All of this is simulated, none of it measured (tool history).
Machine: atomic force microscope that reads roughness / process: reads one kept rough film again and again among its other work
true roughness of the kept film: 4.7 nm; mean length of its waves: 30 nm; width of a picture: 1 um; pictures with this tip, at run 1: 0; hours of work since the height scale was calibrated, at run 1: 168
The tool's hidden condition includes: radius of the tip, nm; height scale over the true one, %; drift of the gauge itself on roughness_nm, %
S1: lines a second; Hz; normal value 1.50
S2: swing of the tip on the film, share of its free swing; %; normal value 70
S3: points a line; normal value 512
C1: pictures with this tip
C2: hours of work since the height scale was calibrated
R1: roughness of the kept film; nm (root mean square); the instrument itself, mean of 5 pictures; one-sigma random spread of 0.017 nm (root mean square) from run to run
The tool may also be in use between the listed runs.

| run | hour | S1 | S2 | S3 | C1 | C2 | R1 |
|---|---|---|---|---|---|---|---|
| 1 | 0.0 | 1.50 | 70 | 512 | 0 | 168 | 4.136 |
| 2 | 19.6 | 1.50 | 70 | 512 | 20 | 180 | 4.117 |
| 3 | 37.4 | 1.50 | 70 | 512 | 39 | 191 | 4.098 |
| 4 | 59.6 | 1.50 | 70 | 512 | 61 | 204 | 4.167 |
| 5 | 73.4 | 3.13 | 70 | 512 | 75 | 213 | 3.983 |
| 6 | 93.9 | 3.13 | 70 | 512 | 96 | 225 | 3.981 |
| 7 | 116.9 | 3.13 | 70 | 512 | 120 | 239 | 3.986 |
| 8 | 137.9 | 3.13 | 70 | 512 | 141 | 252 | 3.970 |
| 9 | 163.6 | 1.50 | 70 | 512 | 168 | 268 | 4.105 |
| 10 | 180.9 | 1.50 | 70 | 512 | 185 | 278 | 4.089 |
| 11 | 196.7 | 0.79 | 55 | 257 | 202 | 288 | 4.203 |
| 12 | 217.7 | 1.36 | 67 | 372 | 223 | 300 | 4.125 |
| 13 | 233.3 | 3.14 | 61 | 512 | 239 | 310 | 4.091 |
| 14 | 256.2 | 3.14 | 61 | 512 | 263 | 324 | 4.095 |
| 15 | 279.9 | 1.93 | 65 | 277 | 287 | 338 | 4.094 |

Run 16, settings as shown, results not yet in. Your forecast:
|  | 296.9 | new tip fitted |
| 16 | 301.1 | 1.87 | 70 | 645 | 4 | 351 | ? |

R1: 4.080 nm (root mean square)
If the tool had no hidden condition, the same run with the same run-to-run variation would have returned R1 4.080 nm (root mean square).
